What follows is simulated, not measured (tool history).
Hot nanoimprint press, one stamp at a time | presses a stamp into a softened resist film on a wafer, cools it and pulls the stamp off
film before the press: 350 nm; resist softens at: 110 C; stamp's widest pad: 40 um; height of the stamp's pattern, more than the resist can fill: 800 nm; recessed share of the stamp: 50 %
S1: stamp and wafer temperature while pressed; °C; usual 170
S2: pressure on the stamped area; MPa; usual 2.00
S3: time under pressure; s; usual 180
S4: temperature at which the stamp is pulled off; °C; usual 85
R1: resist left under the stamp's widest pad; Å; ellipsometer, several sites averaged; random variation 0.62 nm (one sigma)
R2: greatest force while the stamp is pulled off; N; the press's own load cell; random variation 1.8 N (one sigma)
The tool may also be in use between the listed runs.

run   hour   S1    S2   S3  S4    R1   R2
  1    0.0  170  2.00  180  85  1513  216
  2   14.9  170  2.00  171  85  1542  219
      30.6  -- stamp cleaned and given a new release coat
  3   33.6  170  2.44  171  85  1410  198
  4   52.1  161  2.44  171  85  2111  201
  5   68.8  161  2.44  171  85  2106  200
      90.5  -- plate thermocouple calibrated
  6   93.0  161  2.44  171  85  2221  212
  7  111.5  161  2.44  171  85  2216  212
  8  132.9  170  2.00  180  85  1595  218
  9  154.3  170  2.00  242  85  1429  218
 10  173.5  170  2.00  242  85  1437  226
     184.8  -- plate thermocouple calibrated, once more
 11  197.7  170  2.00  242  85  1269  209
 12  217.8  170  2.00  242  85  1273  212
     227.6  -- stamp cleaned and given a new release coat
 13  241.6  170  2.00  180  75  1439  245
 14  260.6  170  2.32  180  85  1359  194
 15  281.2  170  2.00  274  85  1217  196
 16  297.5  165  2.00  169  85  1857  200
 17  309.4  165  1.48  169  74  2058  265
 18  328.8  165  1.48  169  74  2079  265
 19  340.1  175  2.21  247  88   981  190
 20  349.4  177  1.38  184  76  1268  258
 21  368.9  170  1.23  180  80  1787  237
 22  384.7  170  2.45  105  85  1680  208
 23  403.0  180  1.36  180  85  1141  215
     418.1  -- stamp cleaned and given a new release coat
 24  420.5  180  1.36  180  85  1155  192
 25  440.5  180  1.36  249  82   989  214
 26  458.6  173  1.36  144  82  1685  215
 27  479.0  170  2.12  175  85  1481  201
 28  495.4  170  2.12  175  75  1473  258
 29  508.8  170  2.12  175  75  1470  261
 30  521.4  177  1.57  183  70  1218  294

Forecast each of these 3 alternatives for the next run:
  A  542.4  166  2.81  183  90   ?   ?
  B  542.4  177  1.57  141  70   ?   ?
  C  542.4  160  2.62  183  84   ?   ?

run    R1   R2
  A  1563  181
  B  1358  299
  C  2092  216
Without the tool's hidden state the same runs would have given:
run    R1   R2
  A  1456  161
  B  1281  271
  C  1966  194
